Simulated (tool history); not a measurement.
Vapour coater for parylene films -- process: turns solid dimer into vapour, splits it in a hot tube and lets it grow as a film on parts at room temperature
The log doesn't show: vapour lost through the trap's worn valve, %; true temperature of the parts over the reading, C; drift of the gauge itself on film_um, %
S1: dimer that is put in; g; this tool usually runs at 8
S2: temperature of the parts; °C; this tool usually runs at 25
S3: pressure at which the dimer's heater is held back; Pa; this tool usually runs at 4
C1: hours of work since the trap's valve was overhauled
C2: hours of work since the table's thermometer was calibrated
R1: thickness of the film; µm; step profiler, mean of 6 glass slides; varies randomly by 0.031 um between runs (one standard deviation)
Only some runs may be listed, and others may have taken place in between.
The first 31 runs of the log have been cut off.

run    hour  S1  S2    S3   C1    C2    R1
 32  1823.1  11  25   3.4  266   943   4.1
 33  1869.6  11  25   3.4  289   967  4.04
 34  1905.1  11  30  4.95  307   984  2.96
 35  1963.4   4  30  4.95  336  1014  1.09
 36    1997   3  18     4  353  1031   1.2
 37  2074.5   8  27  4.87  392  1069  2.46
 38  2121.8   7  32     9  416  1093  1.47
 39  2159.5   7  32     9  435  1112  1.47
 40  2200.4   7  32     9  455  1133  1.47
 41  2261.9   7  32     9  486  1164  1.45
 42  2318.8   7  32  3.96  515  1192  1.77
 43  2380.5   8  31   2.2  546  1223  2.29
 44  2458.9   8  27   5.1  585  1262  2.31
       2476  -- trap's valve overhauled
 45  2496.2   4  27  7.55   10  1279  1.23
 46  2560.8   3  23     4   43  1312  1.26

Branching from run 46: 4 alternative next runs. What would each branch give?
  A  2594.4   6  25  5.35  59  1329   ?
  B  2594.4  10  25  4.54  59  1329   ?
  C  2594.4   8  22  4.03  59  1329   ?
  D  2594.4   5  23  5.03  59  1329   ?

run    R1
  A  2.11
  B  3.73
  C  3.51
  D  2.03
Take away the tool's hidden state, keep each run's random variation, and the runs would have read:
run    R1
  A  2.09
  B  3.69
  C  3.48
  D  2.01
